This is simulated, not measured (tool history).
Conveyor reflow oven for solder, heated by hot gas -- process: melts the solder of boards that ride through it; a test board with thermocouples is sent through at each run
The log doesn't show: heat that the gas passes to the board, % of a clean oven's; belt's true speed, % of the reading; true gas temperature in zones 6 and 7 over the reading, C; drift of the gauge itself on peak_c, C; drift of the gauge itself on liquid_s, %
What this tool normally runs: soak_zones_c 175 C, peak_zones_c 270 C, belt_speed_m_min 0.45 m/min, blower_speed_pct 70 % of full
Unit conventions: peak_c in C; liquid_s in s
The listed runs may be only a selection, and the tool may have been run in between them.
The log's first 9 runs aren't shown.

run,hour,soak_zones_c,peak_zones_c,belt_speed_m_min,blower_speed_pct,hours of work since the flux was cleaned out,hours of work since the belt drive was overhauled,hours of work since the thermocouples were changed,peak_c,liquid_s
10,113.5,175,270,0.45,77,93,110,473,256.8,85.3
11,127.3,175,270,0.45,77,103,120,482,256.3,85.2
12,136.5,175,270,0.45,77,109,126,489,256.1,85.4
13,148,172,270,0.45,70,118,134,497,254.1,81.1
14,160.4,175,270,0.45,58,127,143,506,250.4,78
15,169.7,175,270,0.45,58,133,150,513,251.5,78.3
16,177,175,270,0.45,58,138,155,518,250.6,77.8
17,187.1,175,277,0.45,68,146,162,525,260,87.7
# hour 203.1: flux residue cleaned out of gas plates and filters
18,208.2,175,270,0.443,51,4,174,537,249.4,78
19,219.8,175,262,0.45,75,12,182,545,249.2,79.2
20,231,175,262,0.45,75,20,190,553,249.3,79.3
21,244.3,175,262,0.45,75,30,200,563,248.9,79.5
22,255.3,189,283,0.45,75,37,208,571,270,101.9
23,269.5,171,279,0.45,70,48,218,581,262,88.1
24,285.7,171,279,0.45,70,59,230,592,262.1,88.2
25,301.5,171,279,0.45,70,71,241,604,261.9,87.8
26,309.1,171,279,0.45,70,76,246,609,261.9,88.1
27,324.1,177,279,0.413,70,87,257,620,265.1,102.5
28,338.2,177,279,0.413,70,97,267,630,265.4,101.6
29,347.4,177,279,0.413,70,103,274,637,264.9,101.9
30,360,177,279,0.413,70,113,283,646,265.5,102.2
31,368.1,188,280,0.484,53,118,289,652,258.1,84.3

Below are 4 alternative next runs, each starting from the tool's condition after run 31. Predict each:
A,384.6,164,273,0.444,53,130,300,663,?,?
B,384.6,175,276,0.413,70,130,300,663,?,?
C,384.6,175,262,0.45,70,130,300,663,?,?
D,384.6,175,270,0.45,58,130,300,663,?,?

run,peak_c,liquid_s
A,249.3,72.1
B,262.2,98.8
C,247.1,76.1
D,250.8,78.3
Take away the tool's hidden state, keep each run's random variation, and the runs would have read:
run,peak_c,liquid_s
A,251,73.6
B,264,99.6
C,248.9,77.8
D,252.5,79.6
